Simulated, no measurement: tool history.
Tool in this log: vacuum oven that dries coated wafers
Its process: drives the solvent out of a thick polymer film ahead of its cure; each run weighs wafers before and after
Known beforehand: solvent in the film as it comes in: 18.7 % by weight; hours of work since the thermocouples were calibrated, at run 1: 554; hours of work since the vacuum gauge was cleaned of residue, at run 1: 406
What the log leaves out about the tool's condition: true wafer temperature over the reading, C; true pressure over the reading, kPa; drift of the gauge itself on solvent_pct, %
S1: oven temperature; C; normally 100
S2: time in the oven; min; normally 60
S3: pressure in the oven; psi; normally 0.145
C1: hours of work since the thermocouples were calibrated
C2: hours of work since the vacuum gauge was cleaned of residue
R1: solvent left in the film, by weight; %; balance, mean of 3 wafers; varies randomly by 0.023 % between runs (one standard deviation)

run	hour	S1	S2	S3	C1	C2	R1
1	0.0	100	60	0.145	554	406	0.74
2	25.4	100	60	0.145	566	418	0.78
3	44.7	100	60	0.145	575	427	0.77
4	57.8	100	60	0.145	581	434	0.81
5	82.1	104	60	0.145	592	445	0.45
6	95.4	104	60	0.145	599	451	0.48
7	118.8	104	60	0.145	610	462	0.48
8	139.1	100	60	0.223	619	472	0.99
9	153.2	100	60	0.145	626	478	0.80
10	164.5	100	60	0.145	631	484	0.78
11	182.2	104	60	0.145	639	492	0.49
12	199.1	100	60	0.306	647	500	1.15
13	219.4	100	60	0.145	657	509	0.75
14	234.8	100	60	0.145	664	517	0.75
15	260.4	100	60	0.145	676	529	0.78
16	284.3	92	60	0.145	687	540	2.21
17	307.8	100	60	0.145	698	551	0.79
18	318.2	100	60	0.145	703	556	0.75
19	341.7	100	55	0.145	714	567	0.88
20	363.8	100	60	0.161	724	577	0.83
21	386.2	100	60	0.145	735	588	0.80
22	397.4	100	60	0.145	740	593	0.77
23	412.7	100	60	0.145	747	600	0.71
24	433.7	100	60	0.145	757	610	0.80
25	451.8	100	60	0.145	766	618	0.80
26	465.5	106	31	0.093	772	625	1.04
27	490.9	105	32	0.191	784	637	1.34
28	513.4	92	104	0.255	795	647	1.27
29	529.3	109	54	0.555	802	655	1.06
30	554.0	115	60	0.145	814	666	0.30
31	576.3	115	60	0.145	824	677	0.29
32	591.4	99	90	0.447	831	684	1.28
33	609.3	99	90	0.447	840	692	1.29
34	624.0	111	59	0.187	846	699	0.39
35	645.5	111	59	0.187	857	709	0.36
36	663.9	111	59	0.187	865	718	0.34
37	682.4	111	59	0.187	874	726	0.40
38	705.7	90	79	0.270	885	737	2.10
39	728.5	90	79	0.270	895	748	2.11
40	748.2	90	79	0.270	905	757	2.11
41	766.7	98	58	0.219	913	766	1.24
42	786.3	98	58	0.219	922	775	1.23
43	802.5	98	58	0.219	930	783	1.23
44	816.4	98	58	0.219	937	789	1.19
45	834.2	100	43	0.395	945	798	1.90
46	854.5	112	48	0.145	955	807	0.34
47	865.8	109	60	0.318	960	812	0.66

3 options for the next run, each taken on its own from the tool as it stands now. Forecast them:
A	876.5	90	60	0.318	965	817	?
B	876.5	109	57	0.318	965	817	?
C	876.5	100	60	0.167	965	817	?

run	R1
A	3.17
B	0.62
C	0.83
Without the tool's hidden state the same runs would have given:
run	R1
A	3.77
B	0.59
C	0.95
